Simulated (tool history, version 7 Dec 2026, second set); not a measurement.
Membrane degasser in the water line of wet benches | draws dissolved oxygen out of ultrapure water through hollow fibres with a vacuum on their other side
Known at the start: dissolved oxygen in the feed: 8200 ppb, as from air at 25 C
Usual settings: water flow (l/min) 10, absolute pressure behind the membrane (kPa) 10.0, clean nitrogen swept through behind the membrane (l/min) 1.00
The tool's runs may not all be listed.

run   hour  water flow (l/min)  absolute pressure behind the membrane (kPa)  clean nitrogen swept through behind the membrane (l/min)  dissolved oxygen in the water behind the degasser (ppb)  pressure that the water loses in the fibres (kPa)
  1    0.0                  10                                         10.0                                                      1.00                                                    169.2                                              31.89
  2   37.7                  10                                         11.4                                                      1.00                                                    202.0                                              31.98
  3   71.3                   9                                         10.0                                                      1.00                                                    150.4                                              28.84
  4  110.7                   9                                         10.0                                                      1.00                                                    150.3                                              28.39
  5  151.2                   9                                         10.0                                                      1.00                                                    151.4                                              28.56
  6  186.4                   9                                         10.0                                                      1.00                                                    152.0                                              28.87
  7  220.0                  10                                         10.0                                                      1.00                                                    169.0                                              31.86
  8  265.3                  10                                         10.0                                                      1.00                                                    168.5                                              32.02
  9  310.8                  10                                         10.0                                                      3.00                                                     65.2                                              32.02
 10  356.7                   9                                         10.0                                                      1.00                                                    151.5                                              28.73
 11  405.1                   9                                         10.0                                                      1.00                                                    150.5                                              28.61
 12  434.9                  10                                         10.0                                                      1.00                                                    170.7                                              31.80
 13  483.6                   6                                         13.9                                                      1.04                                                    152.7                                              19.32
 14  525.8                   7                                         15.0                                                      1.00                                                    204.1                                              22.41
 15  557.8                   7                                         15.0                                                      1.00                                                    203.2                                              22.35
 16  601.1                  10                                         15.0                                                      1.00                                                    284.0                                              31.87
 17  636.6                  10                                         13.7                                                      1.25                                                    209.2                                              31.79
 18  666.0                  10                                         13.7                                                      1.25                                                    209.1                                              31.99
 19  692.1                  10                                          9.3                                                      1.00                                                    154.3                                              31.98
 20  721.2                  10                                          7.8                                                      2.96                                                     47.3                                              32.17
 21  756.6                  10                                          7.8                                                      2.96                                                     47.3                                              32.11
 22  789.5                  10                                          7.8                                                      2.96                                                     47.6                                              32.28
 23  828.9                   8                                         19.5                                                      1.00                                                    311.4                                              25.65

Forecast each of these 5 alternatives for the next run:
  A  865.9                   8                                          8.0                                                      0.75                                                        ?                                                  ?
  B  865.9                   9                                          9.1                                                      1.39                                                        ?                                                  ?
  C  865.9                  12                                         13.9                                                      0.51                                                        ?                                                  ?
  D  865.9                  10                                         10.4                                                      2.63                                                        ?                                                  ?
  E  865.9                   8                                         14.5                                                      1.00                                                        ?                                                  ?

run  dissolved oxygen in the water behind the degasser (ppb)  pressure that the water loses in the fibres (kPa)
  A                                                    125.2                                              25.80
  B                                                     98.5                                              28.73
  C                                                    546.0                                              38.32
  D                                                     77.0                                              32.03
  E                                                    221.5                                              25.81
Without the tool's hidden state the same runs would have given:
run  dissolved oxygen in the water behind the degasser (ppb)  pressure that the water loses in the fibres (kPa)
  A                                                    120.5                                              25.37
  B                                                     94.7                                              28.25
  C                                                    536.0                                              37.68
  D                                                     73.9                                              31.50
  E                                                    214.6                                              25.38
